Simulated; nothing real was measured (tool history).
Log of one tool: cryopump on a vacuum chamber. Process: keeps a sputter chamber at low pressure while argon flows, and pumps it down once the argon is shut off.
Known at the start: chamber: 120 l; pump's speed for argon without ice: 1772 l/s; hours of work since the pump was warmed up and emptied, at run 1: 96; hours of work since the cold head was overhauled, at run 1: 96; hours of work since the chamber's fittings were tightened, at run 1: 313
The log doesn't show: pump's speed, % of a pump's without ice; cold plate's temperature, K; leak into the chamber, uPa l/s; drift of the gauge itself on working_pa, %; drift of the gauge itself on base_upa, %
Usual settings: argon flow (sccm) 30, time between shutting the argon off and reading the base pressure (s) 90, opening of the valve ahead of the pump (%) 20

| run | day | argon flow (sccm) | time between shutting the argon off and reading the base pressure (s) | opening of the valve ahead of the pump (%) | hours of work since the pump was warmed up and emptied | hours of work since the cold head was overhauled | hours of work since the chamber's fittings were tightened | pressure while argon flows (Pa) | pressure after the wait (uPa) |
|---|---|---|---|---|---|---|---|---|---|
| 1 | 0 | 30 | 90 | 20 | 96 | 96 | 313 | 0.1435 | 1.12 |
| 2 | 0.433 | 30 | 90 | 18 | 102 | 102 | 318 | 0.1594 | 1.08 |
| 3 | 1.158 | 30 | 90 | 18 | 110 | 110 | 327 | 0.1608 | 1.12 |
| 4 | 1.812 | 30 | 68 | 20 | 118 | 118 | 335 | 0.1439 | 1.19 |
| 5 | 2.342 | 30 | 68 | 20 | 125 | 125 | 341 | 0.1436 | 1.19 |
| 6 | 2.788 | 30 | 68 | 20 | 130 | 130 | 347 | 0.1444 | 1.24 |
| 7 | 3.342 | 30 | 68 | 20 | 137 | 137 | 354 | 0.1442 | 1.2 |
| 8 | 3.658 | 30 | 68 | 20 | 141 | 141 | 358 | 0.1437 | 1.3 |
| 9 | 4.225 | 30 | 68 | 20 | 148 | 148 | 365 | 0.144 | 1.29 |
| 10 | 4.862 | 30 | 68 | 20 | 156 | 156 | 372 | 0.143 | 1.3 |
| 11 | 5.338 | 30 | 90 | 56 | 162 | 162 | 378 | 0.0517 | 1.21 |
| 12 | 5.729 | 30 | 90 | 56 | 166 | 166 | 383 | 0.052 | 1.25 |
| 13 | 6.329 | 30 | 90 | 56 | 174 | 174 | 390 | 0.0519 | 1.23 |
| 14 | 6.642 | 30 | 69 | 20 | 178 | 178 | 394 | 0.1443 | 1.36 |
| 15 | 7.079 | 30 | 159 | 20 | 183 | 183 | 400 | 0.1446 | 1.14 |
| 16 | 7.517 | 30 | 159 | 22 | 188 | 188 | 405 | 0.1315 | 1.1 |
| 17 | 7.942 | 30 | 90 | 20 | 194 | 194 | 410 | 0.1441 | 1.26 |
| 18 | 8.388 | 30 | 90 | 20 | 199 | 199 | 416 | 0.1438 | 1.3 |

Forecast run 19:
| 19 | 8.738 | 30 | 90 | 20 | 203 | 203 | 420 | ? | ? |

Run 19 gave pressure while argon flows (Pa) 0.1437, pressure after the wait (uPa) 1.32.
Without the tool's hidden state the same run would have given pressure while argon flows (Pa) 0.1426, pressure after the wait (uPa) 0.47.
